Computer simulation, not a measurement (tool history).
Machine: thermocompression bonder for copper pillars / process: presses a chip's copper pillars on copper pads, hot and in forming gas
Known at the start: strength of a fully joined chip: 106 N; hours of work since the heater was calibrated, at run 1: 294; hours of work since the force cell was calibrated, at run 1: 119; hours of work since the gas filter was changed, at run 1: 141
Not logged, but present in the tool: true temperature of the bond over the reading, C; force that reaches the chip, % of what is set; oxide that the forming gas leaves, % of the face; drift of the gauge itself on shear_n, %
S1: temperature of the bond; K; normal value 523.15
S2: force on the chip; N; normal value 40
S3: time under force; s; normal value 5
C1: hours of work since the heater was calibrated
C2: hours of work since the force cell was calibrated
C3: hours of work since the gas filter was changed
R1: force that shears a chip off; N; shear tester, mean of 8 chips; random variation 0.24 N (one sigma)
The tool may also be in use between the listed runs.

run   hour      S1  S2  S3   C1   C2   C3    R1
  1      0  523.15  40   5  294  119  141  54.2
  2    8.3  523.15  43   5  299  124  147  57.5
  3     19  523.15  43   5  307  132  154  57.4
  4   27.1  523.15  43   5  312  137  160  57.8
  5   34.1  523.15  43   5  317  142  164  57.6
  6   38.8  523.15  43   5  320  146  168  57.6
  7   44.6  523.15  43   5  324  150  172  58.1
  8   50.6  510.15  40   5  329  154  176  46.4
  9   56.8  523.15  40   6  333  158  180  58.7
 10   64.1  523.15  33   6  338  163  185  51.7
 11   70.3  523.15  36  10  342  167  189  65.2
 12   81.3  514.15  45   5  350  175  197    54
 13     89  514.15  45   5  355  180  202    54
 14  100.1  494.15  50   6  363  188  210  46.5
 15  109.9  494.15  50   6  370  195  217  46.6

For some of the steps in R1 from one run to the next: how much would appear even if the tool had no hidden state, given the settings, what came in and random variation, and how much remains for the hidden state plus any gauge scatter that the measured result and the result without hidden state don't share?
Run 10 -> 11: S2 33 -> 36, S3 6 -> 10. R1 +13.5 N: hidden state +0.2, all else +13.3.
